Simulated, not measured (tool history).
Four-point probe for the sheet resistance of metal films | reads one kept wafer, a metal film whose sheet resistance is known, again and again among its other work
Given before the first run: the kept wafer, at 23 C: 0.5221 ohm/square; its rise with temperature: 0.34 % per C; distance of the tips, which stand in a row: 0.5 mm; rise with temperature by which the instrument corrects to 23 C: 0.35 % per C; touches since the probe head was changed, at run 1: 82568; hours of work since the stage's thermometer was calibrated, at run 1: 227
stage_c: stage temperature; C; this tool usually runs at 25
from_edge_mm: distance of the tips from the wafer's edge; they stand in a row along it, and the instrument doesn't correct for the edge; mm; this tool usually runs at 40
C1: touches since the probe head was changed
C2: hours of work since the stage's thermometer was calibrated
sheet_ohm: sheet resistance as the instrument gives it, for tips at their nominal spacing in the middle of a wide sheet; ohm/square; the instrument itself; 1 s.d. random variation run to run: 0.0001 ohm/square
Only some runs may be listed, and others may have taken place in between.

run 1 hour=0.0 | stage_c=25 from_edge_mm=40 | C1=82568 C2=227 | sheet_ohm=0.522223
run 2 hour=53.5 | stage_c=25 from_edge_mm=40 | C1=83949 C2=253 | sheet_ohm=0.522238
run 3 hour=167.0 | stage_c=25 from_edge_mm=40 | C1=86878 C2=309 | sheet_ohm=0.522147
run 4 hour=233.8 | stage_c=25 from_edge_mm=40 | C1=88601 C2=341 | sheet_ohm=0.521919
run 5 hour=295.9 | stage_c=25 from_edge_mm=3 | C1=90204 C2=372 | sheet_ohm=0.529671
run 6 hour=411.2 | stage_c=25 from_edge_mm=3 | C1=93181 C2=429 | sheet_ohm=0.529748
run 7 hour=458.9 | stage_c=25 from_edge_mm=52 | C1=94410 C2=452 | sheet_ohm=0.522234
run 8 hour=551.7 | stage_c=25 from_edge_mm=52 | C1=96807 C2=497 | sheet_ohm=0.521792
run 9 hour=613.8 | stage_c=25 from_edge_mm=40 | C1=98408 C2=528 | sheet_ohm=0.522126
run 10 hour=729.7 | stage_c=25 from_edge_mm=40 | C1=101400 C2=585 | sheet_ohm=0.521955
run 11 hour=782.0 | stage_c=19 from_edge_mm=40 | C1=102749 C2=610 | sheet_ohm=0.522332
run 12 hour=835.2 | stage_c=25 from_edge_mm=40 | C1=104121 C2=637 | sheet_ohm=0.522138
run 13 hour=892.4 | stage_c=31 from_edge_mm=4 | C1=105599 C2=665 | sheet_ohm=0.526156
run 14 hour=968.8 | stage_c=19 from_edge_mm=9 | C1=107569 C2=702 | sheet_ohm=0.523293
run 15 hour=1031.8 | stage_c=19 from_edge_mm=9 | C1=109197 C2=733 | sheet_ohm=0.523246
run 16 hour=1087.3 | stage_c=19 from_edge_mm=9 | C1=110627 C2=760 | sheet_ohm=0.522976
run 17 hour=1162.5 | stage_c=23 from_edge_mm=4 | C1=112570 C2=797 | sheet_ohm=0.526452
run 18 hour=1238.3 | stage_c=23 from_edge_mm=4 | C1=114525 C2=834 | sheet_ohm=0.526490
-- hour=1321.8 new probe head fitted
run 19 hour=1324.7 | stage_c=33 from_edge_mm=11 | C1=73 C2=876 | sheet_ohm=0.522298
run 20 hour=1393.9 | stage_c=33 from_edge_mm=8 | C1=1860 C2=910 | sheet_ohm=0.522833
run 21 hour=1511.6 | stage_c=19 from_edge_mm=8 | C1=4898 C2=968 | sheet_ohm=0.523321
run 22 hour=1567.4 | stage_c=31 from_edge_mm=6 | C1=6338 C2=995 | sheet_ohm=0.523815
run 23 hour=1678.0 | stage_c=29 from_edge_mm=33 | C1=9192 C2=1050 | sheet_ohm=0.522211

3 ways to go on from here, each from the tool as it stands after run 23. What would each give?
run A hour=1784.9 | stage_c=20 from_edge_mm=40 | C1=11949 C2=1102 | sheet_ohm=?
run B hour=1784.9 | stage_c=29 from_edge_mm=5 | C1=11949 C2=1102 | sheet_ohm=?
run C hour=1784.9 | stage_c=19 from_edge_mm=4 | C1=11949 C2=1102 | sheet_ohm=?

run=A sheet_ohm=0.522421
run=B sheet_ohm=0.524829
run=C sheet_ohm=0.526438
Without the tool's unlogged condition, the same runs would have read:
run=A sheet_ohm=0.522408
run=B sheet_ohm=0.524816
run=C sheet_ohm=0.526425

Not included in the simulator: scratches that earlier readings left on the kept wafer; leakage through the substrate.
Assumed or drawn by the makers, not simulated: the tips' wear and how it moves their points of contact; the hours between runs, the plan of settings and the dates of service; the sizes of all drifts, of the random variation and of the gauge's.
